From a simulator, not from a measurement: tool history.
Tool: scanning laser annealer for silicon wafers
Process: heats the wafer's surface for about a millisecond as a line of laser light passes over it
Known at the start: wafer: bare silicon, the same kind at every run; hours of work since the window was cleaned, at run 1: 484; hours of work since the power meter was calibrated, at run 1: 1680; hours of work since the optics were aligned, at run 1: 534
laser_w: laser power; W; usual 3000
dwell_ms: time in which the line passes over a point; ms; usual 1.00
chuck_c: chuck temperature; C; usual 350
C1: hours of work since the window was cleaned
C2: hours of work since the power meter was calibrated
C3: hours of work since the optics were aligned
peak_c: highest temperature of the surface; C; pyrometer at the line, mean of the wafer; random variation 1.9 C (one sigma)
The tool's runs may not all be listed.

run 1 day=0.000 | laser_w=3000 dwell_ms=1.00 chuck_c=350 | C1=484 C2=1680 C3=534 | peak_c=1073
run 2 day=1.471 | laser_w=3087 dwell_ms=1.00 chuck_c=350 | C1=506 C2=1703 C3=556 | peak_c=1099
run 3 day=4.275 | laser_w=3087 dwell_ms=1.00 chuck_c=350 | C1=549 C2=1745 C3=599 | peak_c=1100
run 4 day=6.908 | laser_w=3087 dwell_ms=1.00 chuck_c=350 | C1=588 C2=1785 C3=638 | peak_c=1093
run 5 day=9.379 | laser_w=3087 dwell_ms=1.00 chuck_c=350 | C1=626 C2=1822 C3=676 | peak_c=1093
run 6 day=11.262 | laser_w=2836 dwell_ms=1.00 chuck_c=350 | C1=654 C2=1850 C3=704 | peak_c=1017
run 7 day=12.842 | laser_w=2836 dwell_ms=1.00 chuck_c=350 | C1=678 C2=1874 C3=728 | peak_c=1015
-- day=14.867 window over the wafer cleaned
run 8 day=15.775 | laser_w=2836 dwell_ms=1.00 chuck_c=350 | C1=14 C2=1917 C3=771 | peak_c=1038
run 9 day=18.271 | laser_w=2836 dwell_ms=1.00 chuck_c=329 | C1=51 C2=1955 C3=809 | peak_c=1016
run 10 day=20.038 | laser_w=2836 dwell_ms=1.00 chuck_c=329 | C1=78 C2=1982 C3=835 | peak_c=1015
run 11 day=22.417 | laser_w=2836 dwell_ms=1.00 chuck_c=329 | C1=114 C2=2017 C3=871 | peak_c=1014
run 12 day=25.000 | laser_w=2836 dwell_ms=1.00 chuck_c=329 | C1=153 C2=2056 C3=910 | peak_c=1013
run 13 day=27.212 | laser_w=2836 dwell_ms=1.00 chuck_c=329 | C1=186 C2=2090 C3=943 | peak_c=1010
run 14 day=29.354 | laser_w=2836 dwell_ms=1.00 chuck_c=329 | C1=219 C2=2122 C3=976 | peak_c=1012
run 15 day=31.671 | laser_w=3290 dwell_ms=1.15 chuck_c=350 | C1=254 C2=2157 C3=1011 | peak_c=1225
run 16 day=33.808 | laser_w=3290 dwell_ms=1.15 chuck_c=350 | C1=286 C2=2189 C3=1043 | peak_c=1223
run 17 day=35.012 | laser_w=3290 dwell_ms=1.15 chuck_c=350 | C1=304 C2=2208 C3=1061 | peak_c=1223
run 18 day=36.912 | laser_w=3180 dwell_ms=0.71 chuck_c=372 | C1=333 C2=2236 C3=1090 | peak_c=1049
run 19 day=38.238 | laser_w=3180 dwell_ms=0.71 chuck_c=372 | C1=353 C2=2256 C3=1110 | peak_c=1046

Hidden state or all else? Some run-to-run changes of peak_c, split into what the settings, what came in and random variation would give without the hidden state, and what is left for the hidden state (with any gauge scatter that isn't in both results):
The hidden state here: light that passes the window, % of a clean one's; laser's true power over the reading, %; width of the line over the set one, %; drift of the gauge itself on peak_c, C.
Run 7 -> 8: window over the wafer cleaned. peak_c +23 C: hidden state +20, all else +3.
Run 14 -> 15: laser_w 2836 -> 3290, dwell_ms 1.00 -> 1.15, chuck_c 329 -> 350. peak_c +213 C: hidden state -4, all else +217.
